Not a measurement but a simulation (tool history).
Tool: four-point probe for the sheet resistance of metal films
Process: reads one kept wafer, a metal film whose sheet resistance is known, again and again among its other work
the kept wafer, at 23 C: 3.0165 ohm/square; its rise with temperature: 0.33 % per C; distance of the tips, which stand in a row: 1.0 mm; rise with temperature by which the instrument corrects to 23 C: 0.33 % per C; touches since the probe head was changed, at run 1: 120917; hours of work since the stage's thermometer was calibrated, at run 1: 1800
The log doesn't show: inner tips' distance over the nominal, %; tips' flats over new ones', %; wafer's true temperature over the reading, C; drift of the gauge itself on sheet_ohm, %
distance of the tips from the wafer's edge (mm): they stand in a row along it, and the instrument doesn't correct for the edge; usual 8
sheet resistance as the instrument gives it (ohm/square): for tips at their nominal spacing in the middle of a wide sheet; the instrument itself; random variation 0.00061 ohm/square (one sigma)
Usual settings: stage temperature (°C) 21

run,hour,stage temperature (°C),distance of the tips from the wafer's edge (mm),touches since the probe head was changed,hours of work since the stage's thermometer was calibrated,sheet resistance as the instrument gives it (ohm/square)
1,0.0,21,8,120917,1800,3.031301
2,44.0,21,8,123388,1834,3.031562
3,78.7,21,8,125338,1861,3.031658
4,148.4,21,8,129252,1914,3.031493
5,206.5,21,3,132513,1958,3.175297
6,252.6,21,8,135102,1993,3.029942
# hour 256.6: stage's thermometer calibrated
7,304.4,21,8,137987,37,3.033529
8,349.6,21,8,140521,71,3.032609
9,391.1,21,8,142851,103,3.031430
10,438.1,21,8,145491,139,3.032283
11,504.3,24,8,149212,189,3.030845
12,535.0,21,3,150934,213,3.176378
13,577.1,25,15,153300,245,3.013673
14,627.9,25,6,156155,284,3.050926
# hour 634.0: stage's thermometer calibrated, once more
15,698.1,25,6,160066,49,3.040811
16,760.4,25,6,163566,97,3.040438
17,806.5,24,4,166153,132,3.093857
18,871.4,24,4,169801,181,3.093023
19,904.1,25,4,171639,206,3.094653

How the hidden state differs across the entries between the runs, from the last listed run before each to the first after it:
Between runs 6 and 7: stage's thermometer calibrated (hour 256.6)
  inner tips' distance over the nominal, %: -0.488 -> -0.499; tips' flats over new ones', %: 51 -> 52; wafer's true temperature over the reading, C: 0.51 -> 0.79
  measured less the result without the state, sheet resistance as the instrument gives it (ohm/square): -0.010867 -> -0.008347
Between runs 14 and 15: stage's thermometer calibrated, once more (hour 634.0)
  inner tips' distance over the nominal, %: -0.57 -> -0.585; tips' flats over new ones', %: 58 -> 60; wafer's true temperature over the reading, C: 0.84 -> -0.03
  measured less the result without the state, sheet resistance as the instrument gives it (ohm/square): -0.010338 -> -0.019675

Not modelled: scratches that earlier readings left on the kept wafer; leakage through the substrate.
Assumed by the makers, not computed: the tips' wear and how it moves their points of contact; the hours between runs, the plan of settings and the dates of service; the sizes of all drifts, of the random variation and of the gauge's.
